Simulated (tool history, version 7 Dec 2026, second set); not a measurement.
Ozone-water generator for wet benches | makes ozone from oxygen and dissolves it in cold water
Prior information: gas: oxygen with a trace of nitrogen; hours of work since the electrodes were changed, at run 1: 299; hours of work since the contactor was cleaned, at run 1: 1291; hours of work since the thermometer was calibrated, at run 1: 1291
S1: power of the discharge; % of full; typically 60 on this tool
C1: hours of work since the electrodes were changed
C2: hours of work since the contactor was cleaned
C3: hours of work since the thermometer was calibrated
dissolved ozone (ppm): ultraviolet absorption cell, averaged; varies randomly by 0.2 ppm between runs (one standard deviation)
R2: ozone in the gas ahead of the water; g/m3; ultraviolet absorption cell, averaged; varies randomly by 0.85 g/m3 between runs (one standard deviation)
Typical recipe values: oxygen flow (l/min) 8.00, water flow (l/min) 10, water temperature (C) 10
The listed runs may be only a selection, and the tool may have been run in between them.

run 1 hour=0.0 | S1=60 oxygen_flow_(l/min)=8.00 water_flow_(l/min)=10 water_temperature_(C)=10 | C1=299 C2=1291 C3=1291 | dissolved_ozone_(ppm)=28.3 R2=134.8
run 2 hour=22.6 | S1=60 oxygen_flow_(l/min)=8.00 water_flow_(l/min)=10 water_temperature_(C)=10 | C1=318 C2=1311 C3=1311 | dissolved_ozone_(ppm)=28.8 R2=138.1
run 3 hour=42.2 | S1=60 oxygen_flow_(l/min)=8.00 water_flow_(l/min)=10 water_temperature_(C)=10 | C1=336 C2=1328 C3=1328 | dissolved_ozone_(ppm)=28.3 R2=136.6
run 4 hour=59.1 | S1=60 oxygen_flow_(l/min)=8.80 water_flow_(l/min)=10 water_temperature_(C)=10 | C1=350 C2=1343 C3=1343 | dissolved_ozone_(ppm)=28.1 R2=129.6
run 5 hour=79.5 | S1=60 oxygen_flow_(l/min)=8.80 water_flow_(l/min)=10 water_temperature_(C)=10 | C1=368 C2=1360 C3=1360 | dissolved_ozone_(ppm)=27.6 R2=131.3
run 6 hour=105.7 | S1=60 oxygen_flow_(l/min)=8.80 water_flow_(l/min)=10 water_temperature_(C)=10 | C1=391 C2=1383 C3=1383 | dissolved_ozone_(ppm)=27.9 R2=129.0
run 7 hour=122.4 | S1=60 oxygen_flow_(l/min)=8.80 water_flow_(l/min)=10 water_temperature_(C)=10 | C1=405 C2=1398 C3=1398 | dissolved_ozone_(ppm)=28.0 R2=129.6
run 8 hour=143.5 | S1=60 oxygen_flow_(l/min)=8.80 water_flow_(l/min)=10 water_temperature_(C)=10 | C1=424 C2=1416 C3=1416 | dissolved_ozone_(ppm)=27.8 R2=130.9
run 9 hour=164.8 | S1=60 oxygen_flow_(l/min)=8.80 water_flow_(l/min)=14 water_temperature_(C)=10 | C1=442 C2=1435 C3=1435 | dissolved_ozone_(ppm)=23.0 R2=129.0
run 10 hour=195.8 | S1=64 oxygen_flow_(l/min)=4.03 water_flow_(l/min)=10 water_temperature_(C)=10 | C1=469 C2=1461 C3=1461 | dissolved_ozone_(ppm)=31.2 R2=200.4
run 11 hour=219.8 | S1=64 oxygen_flow_(l/min)=4.03 water_flow_(l/min)=10 water_temperature_(C)=10 | C1=490 C2=1482 C3=1482 | dissolved_ozone_(ppm)=31.2 R2=200.9
run 12 hour=254.5 | S1=46 oxygen_flow_(l/min)=5.81 water_flow_(l/min)=15 water_temperature_(C)=15 | C1=520 C2=1512 C3=1512 | dissolved_ozone_(ppm)=17.2 R2=130.2
run 13 hour=287.5 | S1=60 oxygen_flow_(l/min)=8.00 water_flow_(l/min)=7 water_temperature_(C)=10 | C1=549 C2=1541 C3=1541 | dissolved_ozone_(ppm)=33.4 R2=135.4
run 14 hour=304.1 | S1=97 oxygen_flow_(l/min)=11.02 water_flow_(l/min)=12 water_temperature_(C)=8 | C1=563 C2=1556 C3=1556 | dissolved_ozone_(ppm)=36.6 R2=166.5
run 15 hour=331.5 | S1=97 oxygen_flow_(l/min)=11.02 water_flow_(l/min)=9 water_temperature_(C)=8 | C1=587 C2=1579 C3=1579 | dissolved_ozone_(ppm)=41.7 R2=166.2
run 16 hour=362.5 | S1=65 oxygen_flow_(l/min)=12.36 water_flow_(l/min)=7 water_temperature_(C)=5 | C1=614 C2=1606 C3=1606 | dissolved_ozone_(ppm)=36.2 R2=117.5

Consider 5 possible next runs. They are alternatives, not a sequence: every one starts from the tool as it was left by run 16. What does each give?
run A hour=385.3 | S1=65 oxygen_flow_(l/min)=8.00 water_flow_(l/min)=8 water_temperature_(C)=10 | C1=634 C2=1626 C3=1626 | dissolved_ozone_(ppm)=? R2=?
run B hour=385.3 | S1=62 oxygen_flow_(l/min)=8.00 water_flow_(l/min)=8 water_temperature_(C)=11 | C1=634 C2=1626 C3=1626 | dissolved_ozone_(ppm)=? R2=?
run C hour=385.3 | S1=43 oxygen_flow_(l/min)=12.36 water_flow_(l/min)=15 water_temperature_(C)=5 | C1=634 C2=1626 C3=1626 | dissolved_ozone_(ppm)=? R2=?
run D hour=385.3 | S1=59 oxygen_flow_(l/min)=12.36 water_flow_(l/min)=7 water_temperature_(C)=7 | C1=634 C2=1626 C3=1626 | dissolved_ozone_(ppm)=? R2=?
run E hour=385.3 | S1=65 oxygen_flow_(l/min)=9.47 water_flow_(l/min)=7 water_temperature_(C)=5 | C1=634 C2=1626 C3=1626 | dissolved_ozone_(ppm)=? R2=?

run=A dissolved_ozone_(ppm)=33.5 R2=144.8
run=B dissolved_ozone_(ppm)=31.9 R2=141.1
run=C dissolved_ozone_(ppm)=18.8 R2=85.3
run=D dissolved_ozone_(ppm)=31.9 R2=108.5
run=E dissolved_ozone_(ppm)=38.9 R2=132.1
Had the tool no hidden state, the same runs would have come out as:
run=A dissolved_ozone_(ppm)=34.3 R2=146.3
run=B dissolved_ozone_(ppm)=32.6 R2=142.6
run=C dissolved_ozone_(ppm)=19.3 R2=86.0
run=D dissolved_ozone_(ppm)=32.7 R2=109.6
run=E dissolved_ozone_(ppm)=39.8 R2=133.5
